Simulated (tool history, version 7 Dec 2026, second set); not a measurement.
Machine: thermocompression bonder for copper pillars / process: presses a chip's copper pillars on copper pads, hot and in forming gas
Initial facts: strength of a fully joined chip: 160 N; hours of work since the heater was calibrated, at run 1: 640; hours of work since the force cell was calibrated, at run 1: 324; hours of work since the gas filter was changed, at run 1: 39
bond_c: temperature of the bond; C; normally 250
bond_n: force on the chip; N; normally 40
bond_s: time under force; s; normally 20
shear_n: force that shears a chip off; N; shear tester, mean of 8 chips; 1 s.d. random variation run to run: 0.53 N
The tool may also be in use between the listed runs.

run	hour	bond_c	bond_n	bond_s	hours of work since the heater was calibrated	hours of work since the force cell was calibrated	hours of work since the gas filter was changed	shear_n
1	0	250	40	20	640	324	39	121.1
2	11.3	250	40	20	645	328	43	120.1
3	26.6	250	40	20	651	335	50	119.9
4	49.3	250	40	20	661	345	60	118.6
5	63.3	250	40	20	667	351	66	118.9
6	78.3	250	40	20	674	357	72	118.1
7	95.9	250	40	20	681	365	80	118.3
# hour 98.7: force cell calibrated
8	108.7	250	40	20	686	4	85	116.9
9	123.8	250	40	20	692	11	91	118.5
10	139.7	250	29	20	699	18	98	101.5
11	155.8	250	29	16	706	24	105	93.4
12	172.6	250	43	31	713	32	112	130.3
13	191.2	250	43	31	721	40	120	130.1
14	204.3	250	43	31	727	45	126	130.9
15	215.6	238	39	19	732	50	130	100.7
16	230.9	250	26	20	738	57	137	93.7
# hour 235.9: force cell calibrated, once more
# hour 241: forming gas filter changed
17	245.9	250	36	58	744	4	2	141
18	259.1	250	50	58	750	10	8	151.1
19	269.1	250	50	58	754	14	12	150.8
20	278.7	253	50	13	758	18	16	124
21	294.6	272	45	51	765	25	23	154.6

5 ways to go on from here, each from the tool as it stands after run 21. What would each give?
A	304	250	35	20	769	29	27	?
B	304	272	53	20	769	29	27	?
C	304	272	26	31	769	29	27	?
D	304	261	45	34	769	29	27	?
E	304	250	40	28	769	29	27	?

run	shear_n
A	112.9
B	149
C	131.8
D	144.7
E	129.3
What these runs would have given with no unlogged condition in the tool:
run	shear_n
A	111.3
B	149.6
C	131.1
D	144.9
E	128.2

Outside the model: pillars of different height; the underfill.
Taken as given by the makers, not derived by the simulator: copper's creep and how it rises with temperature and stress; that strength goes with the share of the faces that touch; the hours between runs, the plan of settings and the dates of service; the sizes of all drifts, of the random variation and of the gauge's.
